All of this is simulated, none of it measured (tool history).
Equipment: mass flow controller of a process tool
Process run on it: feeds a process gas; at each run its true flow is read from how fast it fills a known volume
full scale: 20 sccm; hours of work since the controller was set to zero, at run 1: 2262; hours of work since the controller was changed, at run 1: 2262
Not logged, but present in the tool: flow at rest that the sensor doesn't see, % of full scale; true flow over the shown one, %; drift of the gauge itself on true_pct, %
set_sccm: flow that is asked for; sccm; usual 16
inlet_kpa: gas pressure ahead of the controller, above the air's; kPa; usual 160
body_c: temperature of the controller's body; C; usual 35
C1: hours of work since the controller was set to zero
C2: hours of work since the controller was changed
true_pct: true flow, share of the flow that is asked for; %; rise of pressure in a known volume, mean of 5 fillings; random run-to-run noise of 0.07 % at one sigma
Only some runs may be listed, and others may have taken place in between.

Run 1, hour 0.0: usual settings; C1 2262; C2 2262. Result: true_pct 98.21 %.
Run 2, hour 356.7: usual settings; C1 2397; C2 2397. Result: true_pct 98.31 %.
Run 3, hour 541.7: usual settings but inlet_kpa 261 kPa; C1 2467; C2 2467. Result: true_pct 98.21 %.
Run 4, hour 731.0: usual settings but inlet_kpa 202 kPa; C1 2538; C2 2538. Result: true_pct 98.22 %.
Run 5, hour 967.4: usual settings but inlet_kpa 202 kPa; C1 2628; C2 2628. Result: true_pct 98.26 %.
Run 6, hour 1189.2: usual settings but body_c 38 C; C1 2712; C2 2712. Result: true_pct 98.06 %.
Run 7, hour 1425.1: usual settings but set_sccm 6 sccm, body_c 38 C; C1 2801; C2 2801. Result: true_pct 97.20 %.
Run 8, hour 1608.7: usual settings but body_c 31 C; C1 2870; C2 2870. Result: true_pct 98.52 %.
Run 9, hour 1764.2: usual settings but body_c 31 C; C1 2929; C2 2929. Result: true_pct 98.59 %.
At hour 1796.3: controller's zero set anew.
Run 10, hour 2131.4: usual settings but body_c 31 C; C1 127; C2 3068. Result: true_pct 98.67 %.
Run 11, hour 2313.2: usual settings; C1 196; C2 3137. Result: true_pct 98.54 %.
Run 12, hour 2526.1: usual settings; C1 276; C2 3217. Result: true_pct 98.42 %.
Run 13, hour 2779.5: usual settings but set_sccm 17 sccm, inlet_kpa 149 kPa, body_c 27 C; C1 372; C2 3313. Result: true_pct 98.82 %.
Run 14, hour 3116.4: usual settings but set_sccm 2 sccm; C1 499; C2 3441. Result: true_pct 101.78 %.
Run 15, hour 3303.1: usual settings but set_sccm 2 sccm, inlet_kpa 193 kPa, body_c 21 C; C1 570; C2 3511. Result: true_pct 102.71 %.
Run 16, hour 3645.3: usual settings but set_sccm 2 sccm, inlet_kpa 193 kPa, body_c 21 C; C1 700; C2 3641. Result: true_pct 102.80 %.
At hour 3838.0: controller's zero set anew, once more.
Run 17, hour 3993.7: usual settings but set_sccm 15 sccm, body_c 23 C; C1 59; C2 3772. Result: true_pct 97.92 %.
Run 18, hour 4154.4: usual settings but set_sccm 15 sccm, body_c 23 C; C1 120; C2 3833. Result: true_pct 97.97 %.
Run 19, hour 4485.3: usual settings but inlet_kpa 173 kPa, body_c 21 C; C1 245; C2 3958. Result: true_pct 98.25 %.
Run 20, hour 4828.1: usual settings but inlet_kpa 173 kPa, body_c 21 C; C1 375; C2 4088. Result: true_pct 98.22 %.
Run 21, hour 5111.7: usual settings but inlet_kpa 256 kPa, body_c 32 C; C1 482; C2 4195. Result: true_pct 97.40 %.
Run 22, hour 5382.7: usual settings but set_sccm 10 sccm, inlet_kpa 177 kPa, body_c 33 C; C1 584; C2 4298. Result: true_pct 96.60 %.
Run 23, hour 5612.0: usual settings but set_sccm 10 sccm, inlet_kpa 177 kPa, body_c 33 C; C1 671; C2 4385. Result: true_pct 96.49 %.

4 ways to go on from here, each from the tool as it stands after run 23. What would each give?
Run A, hour 5935.6: usual settings but set_sccm 10 sccm, inlet_kpa 200 kPa, body_c 20 C; C1 794; C2 4507. Result: true_pct ?.
Run B, hour 5935.6: usual settings but set_sccm 4 sccm, inlet_kpa 233 kPa, body_c 39 C; C1 794; C2 4507. Result: true_pct ?.
Run C, hour 5935.6: usual settings but set_sccm 10 sccm, inlet_kpa 234 kPa, body_c 30 C; C1 794; C2 4507. Result: true_pct ?.
Run D, hour 5935.6: usual settings but set_sccm 2 sccm, inlet_kpa 181 kPa; C1 794; C2 4507. Result: true_pct ?.

run  true_pct
  A     97.18
  B     95.47
  C     96.56
  D     96.13
Without the tool's unlogged condition, the same runs would have read:
run  true_pct
  A     98.65
  B     96.55
  C     98.02
  D     96.57
